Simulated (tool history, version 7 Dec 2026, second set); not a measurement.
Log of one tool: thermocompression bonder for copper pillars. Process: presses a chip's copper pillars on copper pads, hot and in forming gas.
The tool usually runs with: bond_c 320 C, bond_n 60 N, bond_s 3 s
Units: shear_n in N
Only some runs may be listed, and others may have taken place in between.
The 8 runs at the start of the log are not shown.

run,hour,bond_c,bond_n,bond_s,shear_n
9,292.7,320,45,3,39.2
10,323,320,54,3,44.6
11,355.9,320,54,3,43.1
12,383.9,320,54,3,43.6
13,411.4,320,54,3,43.6
14,436.5,320,60,6,56.3
15,458.6,320,60,6,57.8
16,484.1,320,60,6,56.6
17,508.8,320,60,6,55.4
18,545,307,60,3,40.4
19,588.2,339,60,3,54.1
20,622.6,320,60,3,44.7
21,667,320,48,6,48.1
22,701.8,340,89,6,70.7
# hour 736.6: forming gas filter changed
23,739.1,349,87,6,79.5

Forecast run 24:
24,774.1,321,60,2,?

Run 24 measured shear_n 44.2 N.
Had the tool carried no hidden state, the very same run would have given shear_n 48.1 N.
